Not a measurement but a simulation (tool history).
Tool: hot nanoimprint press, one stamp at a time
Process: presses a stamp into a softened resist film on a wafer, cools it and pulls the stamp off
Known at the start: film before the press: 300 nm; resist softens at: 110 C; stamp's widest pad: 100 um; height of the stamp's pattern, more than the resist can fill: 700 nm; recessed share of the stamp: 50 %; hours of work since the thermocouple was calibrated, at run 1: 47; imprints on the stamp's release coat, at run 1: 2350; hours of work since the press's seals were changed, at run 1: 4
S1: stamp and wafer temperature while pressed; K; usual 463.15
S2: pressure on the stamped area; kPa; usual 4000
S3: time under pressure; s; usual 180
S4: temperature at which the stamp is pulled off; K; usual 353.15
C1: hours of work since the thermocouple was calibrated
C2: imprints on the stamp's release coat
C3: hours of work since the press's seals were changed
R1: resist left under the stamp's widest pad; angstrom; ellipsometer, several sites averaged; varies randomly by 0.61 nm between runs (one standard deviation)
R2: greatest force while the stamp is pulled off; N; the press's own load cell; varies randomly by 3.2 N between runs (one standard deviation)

Run 1, hour 0: usual settings; C1 47; C2 2350; C3 4. Result: R1 1683 angstrom, R2 156 N.
At hour 8.9: stamp cleaned and given a new release coat.
Run 2, hour 19.4: usual settings; C1 57; C2 30; C3 14. Result: R1 1686 angstrom, R2 157 N.
Run 3, hour 38.2: usual settings; C1 71; C2 83; C3 28. Result: R1 1695 angstrom, R2 155 N.
Run 4, hour 53.3: usual settings; C1 83; C2 126; C3 40. Result: R1 1686 angstrom, R2 159 N.
Run 5, hour 67.2: usual settings but S3 355 s; C1 94; C2 166; C3 50. Result: R1 1320 angstrom, R2 152 N.
Run 6, hour 85.7: usual settings but S4 338.15 K; C1 108; C2 219; C3 65. Result: R1 1689 angstrom, R2 199 N.
Run 7, hour 105.7: usual settings but S1 464.15 K; C1 123; C2 276; C3 80. Result: R1 1646 angstrom, R2 155 N.
Run 8, hour 123.2: usual settings; C1 137; C2 325; C3 93. Result: R1 1692 angstrom, R2 155 N.
Run 9, hour 136.7: usual settings; C1 147; C2 364; C3 104. Result: R1 1687 angstrom, R2 158 N.
Run 10, hour 146.2: usual settings but S1 466.15 K, S2 2540 kPa, S3 150 s, S4 358.15 K; C1 154; C2 391; C3 111. Result: R1 1982 angstrom, R2 142 N.
Run 11, hour 155.9: usual settings but S1 453.15 K, S2 4130 kPa, S3 328 s, S4 360.15 K; C1 162; C2 419; C3 118. Result: R1 1763 angstrom, R2 130 N.
Run 12, hour 170.9: usual settings but S1 475.15 K, S3 258 s; C1 173; C2 461; C3 130. Result: R1 1119 angstrom, R2 153 N.
Run 13, hour 183.7: usual settings but S2 6280 kPa, S3 152 s; C1 183; C2 498; C3 140. Result: R1 1490 angstrom, R2 154 N.
Run 14, hour 196.3: usual settings but S1 458.15 K, S2 4490 kPa, S3 170 s, S4 343.15 K; C1 193; C2 534; C3 149. Result: R1 1858 angstrom, R2 187 N.
Run 15, hour 205.9: usual settings but S1 452.15 K, S2 4560 kPa, S3 282 s; C1 200; C2 561; C3 157. Result: R1 1829 angstrom, R2 153 N.
Run 16, hour 217.9: usual settings but S1 452.15 K, S2 3340 kPa, S3 199 s, S4 354.15 K; C1 209; C2 595; C3 166. Result: R1 2231 angstrom, R2 151 N.
Run 17, hour 238.6: usual settings but S1 452.15 K, S2 3340 kPa, S3 199 s, S4 354.15 K; C1 225; C2 654; C3 182. Result: R1 2240 angstrom, R2 150 N.
Run 18, hour 254.7: usual settings but S1 451.15 K, S2 6200 kPa, S3 101 s, S4 344.15 K; C1 237; C2 700; C3 194. Result: R1 2243 angstrom, R2 185 N.

Hidden condition of the tool, last listed run before each entry between runs versus first listed run after:
Logged between run 1 and run 2: stamp cleaned and given a new release coat (hour 8.9)
  true temperature over the reading, C: 0 -> 0.01; grip of the stamp's worn release coat, % over a new coat's: 1.6 -> 0; drift of the gauge itself on residual_nm, %: 0 -> 0.09
  what was measured, less what the result would be without the hidden state, R1: +0 -> +2 angstrom
